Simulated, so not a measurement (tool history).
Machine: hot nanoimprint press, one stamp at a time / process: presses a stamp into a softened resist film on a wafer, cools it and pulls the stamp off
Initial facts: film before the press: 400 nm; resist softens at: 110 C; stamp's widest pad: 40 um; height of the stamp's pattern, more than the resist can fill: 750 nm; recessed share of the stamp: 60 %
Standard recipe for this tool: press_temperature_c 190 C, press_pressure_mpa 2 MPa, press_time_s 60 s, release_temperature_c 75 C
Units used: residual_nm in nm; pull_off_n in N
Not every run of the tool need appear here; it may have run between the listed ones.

Run 1, hour 0: usual settings. Result: residual_nm 152.3 nm, pull_off_n 171.6 N.
Run 2, hour 11.4: usual settings. Result: residual_nm 152.6 nm, pull_off_n 171.9 N.
At hour 21.2: stamp cleaned and given a new release coat.
Run 3, hour 30.3: usual settings. Result: residual_nm 151.3 nm, pull_off_n 161.6 N.
Run 4, hour 43.9: usual settings but press_temperature_c 191 C. Result: residual_nm 145.6 nm, pull_off_n 163.8 N.
Run 5, hour 52.9: usual settings but press_temperature_c 191 C, press_pressure_mpa 2.39 MPa. Result: residual_nm 132.9 nm, pull_off_n 163.7 N.
Run 6, hour 62.6: usual settings but press_time_s 44 s. Result: residual_nm 171.2 nm, pull_off_n 163.8 N.
Run 7, hour 75.5: usual settings but press_time_s 44 s. Result: residual_nm 171.4 nm, pull_off_n 165.4 N.
Run 8, hour 90.1: usual settings but press_time_s 103 s. Result: residual_nm 121.9 nm, pull_off_n 166 N.
Run 9, hour 107.9: usual settings. Result: residual_nm 151.5 nm, pull_off_n 166.3 N.
At hour 111.9: plate thermocouple calibrated.
Run 10, hour 129.1: usual settings. Result: residual_nm 149.4 nm, pull_off_n 168 N.
Run 11, hour 147.5: usual settings. Result: residual_nm 149.6 nm, pull_off_n 169 N.
Run 12, hour 159.4: usual settings but press_time_s 48 s, release_temperature_c 65 C. Result: residual_nm 163.1 nm, pull_off_n 202.6 N.
At hour 164.7: plate thermocouple calibrated, once more.
At hour 181.2: stamp cleaned and given a new release coat.
Run 13, hour 181.2: usual settings but press_time_s 48 s, release_temperature_c 82 C. Result: residual_nm 167.5 nm, pull_off_n 139.4 N.
Run 14, hour 190.6: usual settings but press_temperature_c 180 C, release_temperature_c 77 C. Result: residual_nm 237.9 nm, pull_off_n 156 N.
Run 15, hour 199.9: usual settings but press_temperature_c 180 C, release_temperature_c 77 C. Result: residual_nm 236.5 nm, pull_off_n 156.6 N.
Run 16, hour 210.6: usual settings but release_temperature_c 74 C. Result: residual_nm 153.3 nm, pull_off_n 165.5 N.
Run 17, hour 230.9: usual settings but press_temperature_c 195 C, press_pressure_mpa 2.54 MPa, press_time_s 109 s. Result: residual_nm 84.5 nm, pull_off_n 165.3 N.
Run 18, hour 246.9: usual settings but press_pressure_mpa 1.41 MPa. Result: residual_nm 179.1 nm, pull_off_n 165.1 N.
Run 19, hour 256.2: usual settings but press_pressure_mpa 1.41 MPa. Result: residual_nm 179.8 nm, pull_off_n 167.3 N.
Run 20, hour 273.8: usual settings but press_pressure_mpa 1.63 MPa, press_time_s 76 s. Result: residual_nm 153.4 nm, pull_off_n 168 N.
Run 21, hour 288.1: usual settings but press_pressure_mpa 2.74 MPa, press_time_s 59 s, release_temperature_c 68 C. Result: residual_nm 131.7 nm, pull_off_n 191.8 N.

Same runs, no hidden state in the tool, same run-to-run variation:
The hidden state here: true temperature over the reading, C; pressure that arrives at the usual setting, %; grip of the stamp's worn release coat, % over a new coat's; drift of the gauge itself on residual_nm, %; drift of the gauge itself on pull_off_n, %.
run  residual_nm  pull_off_n
  1        151.2       162.7
  2        151.6       162.2
  3        150.3       161.6
  4        144.8       162.9
  5        131.8       162.2
  6        170.5       161.7
  7        170.8       162.4
  8        121.5         162
  9        151.2       161.2
 10        150.6       162.4
 11          151       162.2
 12        164.6       193.1
 13        164.9       139.5
 14        235.1       155.5
 15        233.8       155.5
 16        151.1       163.7
 17         82.8       162.1
 18        177.9       160.9
 19        178.7       162.5
 20        152.2         162
 21        129.3       183.8
